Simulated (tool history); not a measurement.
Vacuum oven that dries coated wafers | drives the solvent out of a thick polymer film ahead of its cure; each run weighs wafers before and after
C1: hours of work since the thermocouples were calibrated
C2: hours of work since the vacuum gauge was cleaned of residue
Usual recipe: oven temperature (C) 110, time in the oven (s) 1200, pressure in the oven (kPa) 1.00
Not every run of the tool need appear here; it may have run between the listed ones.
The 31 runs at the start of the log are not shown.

-- day=97.117 vacuum gauge cleaned of residue and calibrated
run 32 day=98.558 | oven_temperature_(C)=106 time_in_the_oven_(s)=1200 pressure_in_the_oven_(kPa)=1.00 | C1=609 C2=20 | solvent_left_in_the_film_(%)=2.89
run 33 day=101.996 | oven_temperature_(C)=121 time_in_the_oven_(s)=1440 pressure_in_the_oven_(kPa)=0.80 | C1=657 C2=68 | solvent_left_in_the_film_(%)=0.45
run 34 day=104.371 | oven_temperature_(C)=101 time_in_the_oven_(s)=1320 pressure_in_the_oven_(kPa)=1.90 | C1=690 C2=101 | solvent_left_in_the_film_(%)=4.04
run 35 day=108.608 | oven_temperature_(C)=105 time_in_the_oven_(s)=1200 pressure_in_the_oven_(kPa)=2.26 | C1=749 C2=160 | solvent_left_in_the_film_(%)=3.63
run 36 day=113.233 | oven_temperature_(C)=122 time_in_the_oven_(s)=1200 pressure_in_the_oven_(kPa)=0.78 | C1=814 C2=224 | solvent_left_in_the_film_(%)=0.49
run 37 day=117.279 | oven_temperature_(C)=108 time_in_the_oven_(s)=1200 pressure_in_the_oven_(kPa)=0.70 | C1=870 C2=281 | solvent_left_in_the_film_(%)=2.35
run 38 day=119.992 | oven_temperature_(C)=106 time_in_the_oven_(s)=1200 pressure_in_the_oven_(kPa)=0.70 | C1=908 C2=318 | solvent_left_in_the_film_(%)=2.77
run 39 day=122.862 | oven_temperature_(C)=106 time_in_the_oven_(s)=1200 pressure_in_the_oven_(kPa)=0.70 | C1=948 C2=358 | solvent_left_in_the_film_(%)=2.81

Branching from run 39: 5 alternative next runs. What would each branch give?
run A day=127.638 | oven_temperature_(C)=111 time_in_the_oven_(s)=1200 pressure_in_the_oven_(kPa)=1.42 | C1=1014 C2=425 | solvent_left_in_the_film_(%)=?
run B day=127.638 | oven_temperature_(C)=110 time_in_the_oven_(s)=1200 pressure_in_the_oven_(kPa)=0.53 | C1=1014 C2=425 | solvent_left_in_the_film_(%)=?
run C day=127.638 | oven_temperature_(C)=117 time_in_the_oven_(s)=1140 pressure_in_the_oven_(kPa)=4.00 | C1=1014 C2=425 | solvent_left_in_the_film_(%)=?
run D day=127.638 | oven_temperature_(C)=119 time_in_the_oven_(s)=1200 pressure_in_the_oven_(kPa)=0.57 | C1=1014 C2=425 | solvent_left_in_the_film_(%)=?
run E day=127.638 | oven_temperature_(C)=119 time_in_the_oven_(s)=1140 pressure_in_the_oven_(kPa)=3.63 | C1=1014 C2=425 | solvent_left_in_the_film_(%)=?

run=A solvent_left_in_the_film_(%)=2.08
run=B solvent_left_in_the_film_(%)=1.89
run=C solvent_left_in_the_film_(%)=2.09
run=D solvent_left_in_the_film_(%)=0.64
run=E solvent_left_in_the_film_(%)=1.70
With the hidden condition removed and each run's random variation left untouched, the same runs would have given:
run=A solvent_left_in_the_film_(%)=2.09
run=B solvent_left_in_the_film_(%)=1.90
run=C solvent_left_in_the_film_(%)=2.10
run=D solvent_left_in_the_film_(%)=0.65
run=E solvent_left_in_the_film_(%)=1.71
